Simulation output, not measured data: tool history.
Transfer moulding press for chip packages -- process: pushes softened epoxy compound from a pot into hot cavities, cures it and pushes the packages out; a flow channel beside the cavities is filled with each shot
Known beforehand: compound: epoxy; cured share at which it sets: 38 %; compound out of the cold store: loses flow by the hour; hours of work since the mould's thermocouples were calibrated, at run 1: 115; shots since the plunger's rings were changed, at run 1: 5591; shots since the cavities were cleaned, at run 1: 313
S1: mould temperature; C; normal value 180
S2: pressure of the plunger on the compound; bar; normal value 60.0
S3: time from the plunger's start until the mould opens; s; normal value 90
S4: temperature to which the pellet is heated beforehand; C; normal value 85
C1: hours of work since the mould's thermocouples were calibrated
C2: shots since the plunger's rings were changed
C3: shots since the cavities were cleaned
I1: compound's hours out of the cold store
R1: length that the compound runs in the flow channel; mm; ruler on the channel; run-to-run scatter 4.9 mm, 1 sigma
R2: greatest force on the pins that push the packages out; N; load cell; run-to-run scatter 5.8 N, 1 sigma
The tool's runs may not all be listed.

| run | day | S1 | S2 | S3 | S4 | C1 | C2 | C3 | I1 | R1 | R2 |
|---|---|---|---|---|---|---|---|---|---|---|---|
| 1 | 0.000 | 180 | 60.0 | 90 | 85 | 115 | 5591 | 313 | 46.8 | 423 | 241 |
|  | 0.383 | cavities cleaned with cleaning compound and waxed |
| 2 | 0.633 | 180 | 60.0 | 90 | 85 | 126 | 5795 | 90 | 34.7 | 438 | 221 |
| 3 | 1.338 | 180 | 60.0 | 90 | 85 | 139 | 6046 | 341 | 30.4 | 446 | 241 |
|  | 1.492 | plunger's sealing rings changed |
|  | 1.754 | cavities cleaned with cleaning compound and waxed |
| 4 | 1.983 | 180 | 60.0 | 90 | 85 | 148 | 152 | 81 | 33.6 | 485 | 229 |
| 5 | 2.429 | 180 | 60.0 | 90 | 85 | 157 | 312 | 241 | 39.9 | 483 | 238 |
| 6 | 2.808 | 180 | 60.0 | 90 | 85 | 164 | 448 | 377 | 8.2 | 523 | 265 |
|  | 2.992 | cavities cleaned with cleaning compound and waxed |
| 7 | 3.342 | 180 | 60.0 | 90 | 85 | 173 | 614 | 123 | 16.9 | 507 | 232 |
|  | 4.204 | cavities cleaned with cleaning compound and waxed |
| 8 | 4.204 | 180 | 60.0 | 90 | 85 | 188 | 901 | 1 | 8.6 | 518 | 225 |
| 9 | 4.775 | 180 | 60.0 | 90 | 85 | 199 | 1104 | 204 | 19.0 | 496 | 245 |
|  | 5.433 | cavities cleaned with cleaning compound and waxed |
| 10 | 5.708 | 174 | 60.0 | 90 | 85 | 216 | 1414 | 97 | 32.9 | 485 | 295 |
|  | 5.829 | mould's thermocouples calibrated |
| 11 | 6.292 | 174 | 60.0 | 90 | 85 | 9 | 1593 | 276 | 37.2 | 479 | 344 |
|  | 6.717 | cavities cleaned with cleaning compound and waxed |
| 12 | 6.775 | 174 | 60.0 | 90 | 85 | 17 | 1742 | 21 | 36.5 | 485 | 303 |
| 13 | 7.558 | 180 | 60.0 | 73 | 85 | 32 | 2022 | 301 | 46.5 | 452 | 352 |
|  | 7.958 | cavities cleaned with cleaning compound and waxed |
| 14 | 8.492 | 180 | 60.0 | 73 | 85 | 48 | 2333 | 191 | 21.7 | 477 | 351 |
| 15 | 9.000 | 173 | 60.0 | 73 | 85 | 58 | 2514 | 372 | 11.2 | 506 | 623 |
|  | 9.217 | cavities cleaned with cleaning compound and waxed |
| 16 | 9.442 | 179 | 67.6 | 108 | 85 | 65 | 2650 | 81 | 24.6 | 516 | 213 |
|  | 10.067 | mould's thermocouples calibrated, once more |
| 17 | 10.258 | 179 | 67.6 | 108 | 85 | 4 | 2911 | 342 | 19.9 | 505 | 234 |
|  | 10.567 | cavities cleaned with cleaning compound and waxed |
| 18 | 11.067 | 182 | 65.7 | 83 | 81 | 18 | 3177 | 178 | 10.5 | 505 | 235 |
| 19 | 11.612 | 173 | 60.0 | 76 | 85 | 28 | 3372 | 373 | 45.1 | 452 | 485 |
|  | 11.779 | cavities cleaned with cleaning compound and waxed |
| 20 | 12.375 | 173 | 60.0 | 76 | 85 | 42 | 3621 | 212 | 34.3 | 464 | 451 |

Run 21, settings as shown, results not yet in. Your forecast:
|  | 13.038 | cavities cleaned with cleaning compound and waxed |
| 21 | 13.062 | 173 | 60.0 | 75 | 85 | 54 | 3845 | 10 | 26.5 | ? | ? |

{"run 21": {"R1": 473, "R2": 431}}
Minus the tool's unlogged condition, the same run would have read R1 511 mm, R2 426 N.
